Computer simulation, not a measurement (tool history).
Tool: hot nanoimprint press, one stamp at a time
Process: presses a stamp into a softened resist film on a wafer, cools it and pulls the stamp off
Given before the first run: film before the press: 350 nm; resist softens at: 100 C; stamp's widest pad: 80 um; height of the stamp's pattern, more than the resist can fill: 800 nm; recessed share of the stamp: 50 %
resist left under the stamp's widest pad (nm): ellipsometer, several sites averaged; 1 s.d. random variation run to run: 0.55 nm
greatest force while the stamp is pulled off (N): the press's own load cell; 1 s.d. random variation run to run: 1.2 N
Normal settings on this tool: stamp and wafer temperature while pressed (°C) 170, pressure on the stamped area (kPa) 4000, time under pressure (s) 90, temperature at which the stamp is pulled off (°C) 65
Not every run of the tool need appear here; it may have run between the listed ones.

| run | hour | stamp and wafer temperature while pressed (°C) | pressure on the stamped area (kPa) | time under pressure (s) | temperature at which the stamp is pulled off (°C) | resist left under the stamp's widest pad (nm) | greatest force while the stamp is pulled off (N) |
|---|---|---|---|---|---|---|---|
| 1 | 0 | 170 | 4000 | 90 | 65 | 155.3 | 99 |
| 2 | 19.1 | 170 | 2940 | 90 | 65 | 175.9 | 100 |
| 3 | 35.8 | 170 | 2940 | 90 | 65 | 176.2 | 101 |
| 4 | 52.1 | 170 | 4000 | 90 | 62 | 155 | 108 |
| 5 | 67.2 | 170 | 4000 | 90 | 62 | 154.8 | 106 |
| 6 | 87.1 | 170 | 4000 | 90 | 65 | 154.8 | 101 |
| 7 | 102.9 | 170 | 4000 | 90 | 65 | 155.2 | 106 |
| 8 | 123.2 | 170 | 4000 | 90 | 65 | 155 | 106 |
|  | 135.2 | plate thermocouple calibrated |
| 9 | 139.2 | 170 | 4000 | 90 | 65 | 168.3 | 109 |
| 10 | 157 | 173 | 3530 | 63 | 70 | 177.7 | 102 |

For run 11, what comes out?
| 11 | 168.2 | 173 | 5730 | 58 | 70 | ? | ? |

{"run 11": {"resist left under the stamp's widest pad (nm)": 151.1, "greatest force while the stamp is pulled off (N)": 102}}
Without the tool's hidden state the same run would have given resist left under the stamp's widest pad (nm) 149.1, greatest force while the stamp is pulled off (N) 84.

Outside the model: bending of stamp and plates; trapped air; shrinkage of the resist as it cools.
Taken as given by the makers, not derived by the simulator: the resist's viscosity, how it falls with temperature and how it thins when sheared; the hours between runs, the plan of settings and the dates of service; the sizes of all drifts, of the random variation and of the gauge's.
